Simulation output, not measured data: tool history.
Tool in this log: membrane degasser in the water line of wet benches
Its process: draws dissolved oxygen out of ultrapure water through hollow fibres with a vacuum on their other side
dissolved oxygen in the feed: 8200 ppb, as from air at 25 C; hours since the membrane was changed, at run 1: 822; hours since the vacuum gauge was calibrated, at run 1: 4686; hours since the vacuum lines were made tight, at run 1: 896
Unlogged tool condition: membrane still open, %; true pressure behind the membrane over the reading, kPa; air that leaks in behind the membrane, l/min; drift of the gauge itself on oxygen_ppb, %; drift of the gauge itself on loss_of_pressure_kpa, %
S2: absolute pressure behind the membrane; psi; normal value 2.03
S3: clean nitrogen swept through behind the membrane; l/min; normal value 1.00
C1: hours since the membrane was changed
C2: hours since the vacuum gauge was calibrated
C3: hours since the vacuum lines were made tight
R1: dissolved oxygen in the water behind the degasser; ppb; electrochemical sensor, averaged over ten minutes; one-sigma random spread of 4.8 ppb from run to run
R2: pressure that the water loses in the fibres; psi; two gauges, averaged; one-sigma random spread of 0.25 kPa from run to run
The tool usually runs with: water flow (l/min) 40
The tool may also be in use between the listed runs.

run 1 hour=0.0 | water_flow_(l/min)=40 S2=2.03 S3=1.00 | C1=822 C2=4686 C3=896 | R1=901.9 R2=9.832
run 2 hour=44.6 | water_flow_(l/min)=40 S2=2.03 S3=1.00 | C1=866 C2=4731 C3=941 | R1=896.9 R2=9.932
run 3 hour=93.3 | water_flow_(l/min)=40 S2=2.03 S3=1.00 | C1=915 C2=4779 C3=989 | R1=896.4 R2=9.932
run 4 hour=122.9 | water_flow_(l/min)=40 S2=2.03 S3=1.00 | C1=945 C2=4809 C3=1019 | R1=894.2 R2=9.805
run 5 hour=163.2 | water_flow_(l/min)=40 S2=1.64 S3=1.00 | C1=985 C2=4849 C3=1059 | R1=720.5 R2=9.777
run 6 hour=205.1 | water_flow_(l/min)=40 S2=4.74 S3=1.00 | C1=1027 C2=4891 C3=1101 | R1=1974.7 R2=9.818
run 7 hour=246.6 | water_flow_(l/min)=40 S2=4.74 S3=1.36 | C1=1068 C2=4933 C3=1142 | R1=1630.4 R2=9.842
run 8 hour=295.0 | water_flow_(l/min)=40 S2=4.74 S3=1.36 | C1=1117 C2=4981 C3=1191 | R1=1627.8 R2=9.812
run 9 hour=335.3 | water_flow_(l/min)=40 S2=4.74 S3=1.36 | C1=1157 C2=5021 C3=1231 | R1=1601.4 R2=9.838
run 10 hour=387.5 | water_flow_(l/min)=40 S2=4.74 S3=1.36 | C1=1209 C2=5074 C3=1283 | R1=1637.5 R2=9.870
-- hour=394.1 vacuum gauge calibrated
run 11 hour=430.9 | water_flow_(l/min)=40 S2=4.74 S3=1.36 | C1=1252 C2=37 C3=1326 | R1=1599.6 R2=9.899
run 12 hour=476.8 | water_flow_(l/min)=40 S2=4.74 S3=1.36 | C1=1298 C2=83 C3=1372 | R1=1612.3 R2=9.913
run 13 hour=499.4 | water_flow_(l/min)=40 S2=2.03 S3=1.00 | C1=1321 C2=105 C3=1395 | R1=890.1 R2=9.877
run 14 hour=551.5 | water_flow_(l/min)=40 S2=2.03 S3=1.00 | C1=1373 C2=157 C3=1447 | R1=882.3 R2=9.802
run 15 hour=585.9 | water_flow_(l/min)=40 S2=2.03 S3=1.00 | C1=1407 C2=192 C3=1481 | R1=889.1 R2=9.893
run 16 hour=639.4 | water_flow_(l/min)=40 S2=2.03 S3=1.00 | C1=1461 C2=245 C3=1535 | R1=872.9 R2=9.908
run 17 hour=688.0 | water_flow_(l/min)=40 S2=2.03 S3=1.55 | C1=1509 C2=294 C3=1583 | R1=657.9 R2=9.929
run 18 hour=712.3 | water_flow_(l/min)=40 S2=2.03 S3=1.55 | C1=1534 C2=318 C3=1608 | R1=656.0 R2=9.922
run 19 hour=767.2 | water_flow_(l/min)=26 S2=3.70 S3=1.55 | C1=1589 C2=373 C3=1663 | R1=796.6 R2=6.464
run 20 hour=801.9 | water_flow_(l/min)=51 S2=4.03 S3=2.76 | C1=1623 C2=408 C3=1697 | R1=1083.3 R2=12.610
run 21 hour=824.8 | water_flow_(l/min)=32 S2=2.44 S3=2.82 | C1=1646 C2=431 C3=1720 | R1=391.3 R2=7.939
run 22 hour=869.9 | water_flow_(l/min)=46 S2=3.51 S3=1.67 | C1=1691 C2=476 C3=1765 | R1=1217.6 R2=11.391
run 23 hour=899.8 | water_flow_(l/min)=46 S2=2.22 S3=1.01 | C1=1721 C2=506 C3=1795 | R1=1088.0 R2=11.368
run 24 hour=922.9 | water_flow_(l/min)=55 S2=2.03 S3=1.00 | C1=1744 C2=529 C3=1818 | R1=1181.1 R2=13.642
run 25 hour=949.3 | water_flow_(l/min)=63 S2=3.67 S3=2.09 | C1=1771 C2=555 C3=1845 | R1=1457.5 R2=15.558
run 26 hour=988.7 | water_flow_(l/min)=40 S2=2.03 S3=0.96 | C1=1810 C2=595 C3=1884 | R1=907.9 R2=9.931
run 27 hour=1038.4 | water_flow_(l/min)=42 S2=2.03 S3=1.78 | C1=1860 C2=644 C3=1934 | R1=630.2 R2=10.388
run 28 hour=1085.3 | water_flow_(l/min)=38 S2=2.31 S3=0.95 | C1=1907 C2=691 C3=1981 | R1=1002.1 R2=9.475
run 29 hour=1108.1 | water_flow_(l/min)=32 S2=3.77 S3=0.95 | C1=1929 C2=714 C3=2003 | R1=1404.7 R2=7.980
run 30 hour=1146.2 | water_flow_(l/min)=30 S2=1.67 S3=0.93 | C1=1967 C2=752 C3=2042 | R1=571.2 R2=7.416
run 31 hour=1194.8 | water_flow_(l/min)=30 S2=4.06 S3=0.93 | C1=2016 C2=801 C3=2090 | R1=1460.0 R2=7.440
run 32 hour=1249.7 | water_flow_(l/min)=46 S2=4.06 S3=0.55 | C1=2071 C2=856 C3=2145 | R1=2687.7 R2=11.393

Here are 4 independent what-if runs from the current tool condition. What would each one return?
run A hour=1287.0 | water_flow_(l/min)=62 S2=4.22 S3=1.30 | C1=2108 C2=893 C3=2182 | R1=? R2=?
run B hour=1287.0 | water_flow_(l/min)=40 S2=2.03 S3=1.86 | C1=2108 C2=893 C3=2182 | R1=? R2=?
run C hour=1287.0 | water_flow_(l/min)=29 S2=2.44 S3=0.91 | C1=2108 C2=893 C3=2182 | R1=? R2=?
run D hour=1287.0 | water_flow_(l/min)=41 S2=1.35 S3=1.53 | C1=2108 C2=893 C3=2182 | R1=? R2=?

run=A R1=2138.6 R2=15.457
run=B R1=581.8 R2=9.973
run=C R1=861.1 R2=7.188
run=D R1=447.2 R2=10.195
With no hidden state in the tool, these same runs would have given:
run=A R1=2121.8 R2=15.188
run=B R1=570.1 R2=9.800
run=C R1=851.9 R2=7.062
run=D R1=434.4 R2=10.018
